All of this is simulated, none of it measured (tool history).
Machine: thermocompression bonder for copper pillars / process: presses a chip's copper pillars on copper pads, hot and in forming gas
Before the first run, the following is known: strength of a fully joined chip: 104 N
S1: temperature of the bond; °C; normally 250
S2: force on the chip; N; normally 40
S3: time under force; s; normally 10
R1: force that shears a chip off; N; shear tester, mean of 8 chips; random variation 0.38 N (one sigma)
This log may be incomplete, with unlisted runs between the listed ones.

{"run": 1, "hour": 0.0, "S1": 250, "S2": 40, "S3": 10, "R1": 41.2}
{"run": 2, "hour": 43.6, "S1": 250, "S2": 40, "S3": 10, "R1": 41.6}
{"run": 3, "hour": 78.8, "S1": 250, "S2": 40, "S3": 14, "R1": 47.2}
{"run": 4, "hour": 108.4, "S1": 250, "S2": 40, "S3": 14, "R1": 47.4}
{"run": 5, "hour": 136.7, "S1": 250, "S2": 40, "S3": 14, "R1": 48.1}
{"run": 6, "hour": 173.1, "S1": 250, "S2": 40, "S3": 10, "R1": 41.7}
{"run": 7, "hour": 197.4, "S1": 240, "S2": 40, "S3": 10, "R1": 36.4}
{"run": 8, "hour": 231.0, "S1": 268, "S2": 40, "S3": 10, "R1": 54.5}
{"run": 9, "hour": 269.2, "S1": 268, "S2": 40, "S3": 10, "R1": 54.4}
{"run": 10, "hour": 300.1, "S1": 268, "S2": 40, "S3": 10, "R1": 54.4}
{"run": 11, "hour": 345.6, "S1": 243, "S2": 44, "S3": 11, "R1": 43.2}
{"run": 12, "hour": 368.1, "S1": 244, "S2": 39, "S3": 7, "R1": 32.4}
{"run": 13, "hour": 413.4, "S1": 244, "S2": 39, "S3": 7, "R1": 33.7}
{"run": 14, "hour": 457.0, "S1": 225, "S2": 40, "S3": 7, "R1": 24.5}
{"run": 15, "hour": 506.3, "S1": 268, "S2": 45, "S3": 6, "R1": 51.5}
{"run": 16, "hour": 547.6, "S1": 268, "S2": 45, "S3": 6, "R1": 51.4}
{"run": 17, "hour": 587.6, "S1": 268, "S2": 43, "S3": 16, "R1": 69}

Taken out of this log: 1 entry between the listed runs. Where each belongs, and how the hidden state differs across it:
Between runs 16 and 17: forming gas filter changed (hour 575.1)
  true temperature of the bond over the reading, C: 6.9 -> 7; force that reaches the chip, % of what is set: 104.2 -> 104.3; oxide that the forming gas leaves, % of the face: 3 -> 0.63
  the result without the hidden state subtracted from the measured one, R1: +5.1 -> +7.1 N
